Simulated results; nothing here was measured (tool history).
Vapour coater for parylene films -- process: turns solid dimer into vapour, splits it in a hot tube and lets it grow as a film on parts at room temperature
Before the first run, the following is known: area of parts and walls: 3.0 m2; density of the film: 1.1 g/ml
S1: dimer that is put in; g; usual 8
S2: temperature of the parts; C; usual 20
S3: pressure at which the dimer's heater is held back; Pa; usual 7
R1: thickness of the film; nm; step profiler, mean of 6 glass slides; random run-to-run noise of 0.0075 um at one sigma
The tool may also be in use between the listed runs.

Run 1, hour 0: usual settings. Result: R1 1764 nm.
Run 2, hour 41.3: usual settings. Result: R1 1754 nm.
Run 3, hour 99: usual settings. Result: R1 1760 nm.
Run 4, hour 144.7: usual settings but S2 21 C. Result: R1 1685 nm.
Run 5, hour 197.9: usual settings but S2 21 C. Result: R1 1683 nm.
Run 6, hour 241.7: usual settings but S2 21 C. Result: R1 1682 nm.
Run 7, hour 285.1: usual settings but S2 21 C. Result: R1 1676 nm.
Run 8, hour 311.3: usual settings but S2 21 C. Result: R1 1685 nm.
Run 9, hour 369.4: usual settings but S2 21 C. Result: R1 1676 nm.
Run 10, hour 428.6: usual settings but S2 21 C. Result: R1 1675 nm.
At hour 434.4: table's thermometer calibrated.
Run 11, hour 474.4: usual settings but S1 4 g. Result: R1 850 nm.
Run 12, hour 501.3: usual settings but S1 11 g, S2 22 C, S3 2.98 Pa. Result: R1 2702 nm.
Run 13, hour 560.5: usual settings but S1 11 g, S2 22 C, S3 2.98 Pa. Result: R1 2693 nm.
At hour 620.3: trap's valve overhauled.
Run 14, hour 624.3: usual settings but S1 11 g, S2 22 C, S3 2.98 Pa. Result: R1 2695 nm.
Run 15, hour 658.7: usual settings but S1 5 g, S2 13 C, S3 2.53 Pa. Result: R1 1460 nm.
Run 16, hour 709: usual settings but S1 5 g, S2 13 C, S3 2.53 Pa. Result: R1 1457 nm.
Run 17, hour 757.2: usual settings but S2 27 C, S3 5.77 Pa. Result: R1 1366 nm.
Run 18, hour 785.7: usual settings but S2 27 C, S3 5.77 Pa. Result: R1 1374 nm.

For some of the steps in R1 from one run to the next: how much would appear even if the tool had no hidden state, given the settings, what came in and random variation, and how much remains for the hidden state plus any gauge scatter that the measured result and the result without hidden state don't share?
What the log doesn't record here: vapour lost through the trap's worn valve, %; true temperature of the parts over the reading, C; drift of the gauge itself on film_um, %.
Run 11 -> 12: S1 4 -> 11, S2 20 -> 22, S3 7 -> 2.98. R1 +1852 nm: hidden state -27, all else +1879.
